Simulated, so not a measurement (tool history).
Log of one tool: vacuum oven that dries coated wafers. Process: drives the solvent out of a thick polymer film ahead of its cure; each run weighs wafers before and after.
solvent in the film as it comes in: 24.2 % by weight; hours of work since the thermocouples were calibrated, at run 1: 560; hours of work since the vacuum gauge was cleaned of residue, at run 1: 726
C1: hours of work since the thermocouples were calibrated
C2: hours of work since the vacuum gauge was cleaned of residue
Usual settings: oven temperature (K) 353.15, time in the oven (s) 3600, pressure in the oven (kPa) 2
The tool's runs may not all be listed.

Run 1, hour 0: usual settings; C1 560; C2 726. Result: solvent left in the film (%) 2.86.
Run 2, hour 44.6: usual settings but time in the oven (s) 2880; C1 584; C2 749. Result: solvent left in the film (%) 3.9.
Run 3, hour 81.5: usual settings but time in the oven (s) 2880; C1 603; C2 769. Result: solvent left in the film (%) 3.93.
Run 4, hour 130.5: usual settings but oven temperature (K) 358.15; C1 629; C2 795. Result: solvent left in the film (%) 1.71.
Run 5, hour 181.6: usual settings but oven temperature (K) 358.15; C1 656; C2 822. Result: solvent left in the film (%) 1.71.
Run 6, hour 225.8: usual settings but oven temperature (K) 364.15; C1 680; C2 845. Result: solvent left in the film (%) 0.93.
Run 7, hour 279.4: usual settings but time in the oven (s) 3540; C1 708; C2 874. Result: solvent left in the film (%) 3.
Run 8, hour 314.2: usual settings but time in the oven (s) 3540; C1 726; C2 892. Result: solvent left in the film (%) 2.99.
Run 9, hour 352.6: usual settings but time in the oven (s) 3540; C1 747; C2 912. Result: solvent left in the film (%) 3.03.
Run 10, hour 380.7: usual settings but time in the oven (s) 4500; C1 761; C2 927. Result: solvent left in the film (%) 2.05.
Run 11, hour 433: usual settings but time in the oven (s) 4500; C1 789; C2 955. Result: solvent left in the film (%) 2.08.
Run 12, hour 471.6: usual settings but oven temperature (K) 342.15, time in the oven (s) 4500; C1 810; C2 975. Result: solvent left in the film (%) 5.53.
Run 13, hour 502.2: usual settings but oven temperature (K) 342.15, time in the oven (s) 4500; C1 826; C2 991. Result: solvent left in the film (%) 5.58.
Run 14, hour 534.2: usual settings but oven temperature (K) 342.15, time in the oven (s) 1800; C1 843; C2 1008. Result: solvent left in the film (%) 11.6.
Run 15, hour 559.2: usual settings but time in the oven (s) 2280; C1 856; C2 1021. Result: solvent left in the film (%) 5.49.
Run 16, hour 591.9: usual settings but time in the oven (s) 2280; C1 873; C2 1039. Result: solvent left in the film (%) 5.53.
Run 17, hour 624.6: usual settings but time in the oven (s) 2280; C1 890; C2 1056. Result: solvent left in the film (%) 5.56.
Run 18, hour 668: usual settings but time in the oven (s) 5520; C1 913; C2 1079. Result: solvent left in the film (%) 1.65.
Run 19, hour 705.1: usual settings but time in the oven (s) 2700; C1 933; C2 1099. Result: solvent left in the film (%) 4.55.
Run 20, hour 756: usual settings but time in the oven (s) 4500; C1 960; C2 1125. Result: solvent left in the film (%) 2.17.
Run 21, hour 798.5: usual settings but time in the oven (s) 4500; C1 982; C2 1148. Result: solvent left in the film (%) 2.19.
At hour 840.1: oven's thermocouples calibrated.
Run 22, hour 848.1: usual settings; C1 4; C2 1173. Result: solvent left in the film (%) 2.61.
Run 23, hour 902.6: usual settings but oven temperature (K) 351.15; C1 33; C2 1202. Result: solvent left in the film (%) 3.12.
Run 24, hour 937.6: usual settings but oven temperature (K) 350.15, pressure in the oven (kPa) 1.45; C1 52; C2 1220. Result: solvent left in the film (%) 3.28.
Run 25, hour 996.1: usual settings but oven temperature (K) 349.15, time in the oven (s) 5520, pressure in the oven (kPa) 1.83; C1 82; C2 1251. Result: solvent left in the film (%) 1.99.
Run 26, hour 1030.6: usual settings but time in the oven (s) 3360, pressure in the oven (kPa) 6.83; C1 101; C2 1270. Result: solvent left in the film (%) 4.64.
Run 27, hour 1073.3: usual settings but time in the oven (s) 3360, pressure in the oven (kPa) 6.83; C1 123; C2 1292. Result: solvent left in the film (%) 4.72.
Run 28, hour 1103.2: usual settings but time in the oven (s) 3360, pressure in the oven (kPa) 6.83; C1 139; C2 1308. Result: solvent left in the film (%) 4.71.
Run 29, hour 1146.6: usual settings but oven temperature (K) 363.15, time in the oven (s) 3180, pressure in the oven (kPa) 1.81; C1 162; C2 1331. Result: solvent left in the film (%) 1.15.
Run 30, hour 1189.9: usual settings but oven temperature (K) 368.15, time in the oven (s) 3240, pressure in the oven (kPa) 4.87; C1 185; C2 1354. Result: solvent left in the film (%) 1.36.
Run 31, hour 1219.8: usual settings but oven temperature (K) 355.15, time in the oven (s) 2820; C1 201; C2 1370. Result: solvent left in the film (%) 3.27.
Run 32, hour 1271.9: usual settings but oven temperature (K) 365.15, time in the oven (s) 2880, pressure in the oven (kPa) 6.82; C1 228; C2 1397. Result: solvent left in the film (%) 2.34.
Run 33, hour 1319.2: usual settings but oven temperature (K) 363.15, time in the oven (s) 3540, pressure in the oven (kPa) 6.82; C1 253; C2 1422. Result: solvent left in the film (%) 2.32.
Run 34, hour 1376.6: usual settings but oven temperature (K) 344.15, time in the oven (s) 5040, pressure in the oven (kPa) 2.42; C1 284; C2 1452. Result: solvent left in the film (%) 4.16.
Run 35, hour 1420.3: usual settings but oven temperature (K) 348.15, time in the oven (s) 4620, pressure in the oven (kPa) 3.01; C1 307; C2 1476. Result: solvent left in the film (%) 3.58.
Run 36, hour 1462: usual settings but time in the oven (s) 2100, pressure in the oven (kPa) 1.23; C1 329; C2 1498. Result: solvent left in the film (%) 5.47.
Run 37, hour 1518.5: usual settings but time in the oven (s) 2100, pressure in the oven (kPa) 1.23; C1 359; C2 1527. Result: solvent left in the film (%) 5.46.
Run 38, hour 1545.9: usual settings but oven temperature (K) 345.15, time in the oven (s) 2100, pressure in the oven (kPa) 2.24; C1 373; C2 1542. Result: solvent left in the film (%) 9.17.
Run 39, hour 1579.5: usual settings but oven temperature (K) 352.15, time in the oven (s) 2820, pressure in the oven (kPa) 2.24; C1 391; C2 1560. Result: solvent left in the film (%) 4.46.
Run 40, hour 1624.5: usual settings but oven temperature (K) 352.15, time in the oven (s) 4620, pressure in the oven (kPa) 2.24; C1 415; C2 1583. Result: solvent left in the film (%) 2.25.
Run 41, hour 1655.4: usual settings but oven temperature (K) 352.15, time in the oven (s) 4620, pressure in the oven (kPa) 2.24; C1 431; C2 1600. Result: solvent left in the film (%) 2.3.
Run 42, hour 1690.3: usual settings but oven temperature (K) 344.15, time in the oven (s) 2640, pressure in the oven (kPa) 4.24; C1 449; C2 1618. Result: solvent left in the film (%) 8.95.
Run 43, hour 1737.1: usual settings but oven temperature (K) 344.15, time in the oven (s) 2640, pressure in the oven (kPa) 4.24; C1 474; C2 1643. Result: solvent left in the film (%) 9.02.
Run 44, hour 1777.7: usual settings but oven temperature (K) 344.15, time in the oven (s) 6180; C1 496; C2 1664. Result: solvent left in the film (%) 3.15.
Run 45, hour 1831.3: usual settings but oven temperature (K) 360.15, time in the oven (s) 4440, pressure in the oven (kPa) 1.12; C1 524; C2 1693. Result: solvent left in the film (%) 0.85.
Run 46, hour 1856.5: usual settings but time in the oven (s) 6360, pressure in the oven (kPa) 5.6; C1 537; C2 1706. Result: solvent left in the film (%) 2.86.

5 ways to go on from here, each from the tool as it stands after run 46. What would each give?
Run A, hour 1889.2: usual settings but oven temperature (K) 360.15, time in the oven (s) 5220, pressure in the oven (kPa) 5.6; C1 555; C2 1723. Result: solvent left in the film (%) ?.
Run B, hour 1889.2: usual settings but oven temperature (K) 365.15; C1 555; C2 1723. Result: solvent left in the film (%) ?.
Run C, hour 1889.2: usual settings but oven temperature (K) 345.15, time in the oven (s) 6240, pressure in the oven (kPa) 5.6; C1 555; C2 1723. Result: solvent left in the film (%) ?.
Run D, hour 1889.2: usual settings but oven temperature (K) 368.15, time in the oven (s) 3060, pressure in the oven (kPa) 1.78; C1 555; C2 1723. Result: solvent left in the film (%) ?.
Run E, hour 1889.2: usual settings but oven temperature (K) 343.15; C1 555; C2 1723. Result: solvent left in the film (%) ?.

run  solvent left in the film (%)
  A                          2.04
  B                          0.95
  C                          4.85
  D                          0.85
  E                          6.45
Without the tool's hidden state the same runs would have given:
run  solvent left in the film (%)
  A                          1.73
  B                           0.7
  C                          4.16
  D                          0.63
  E                          5.68
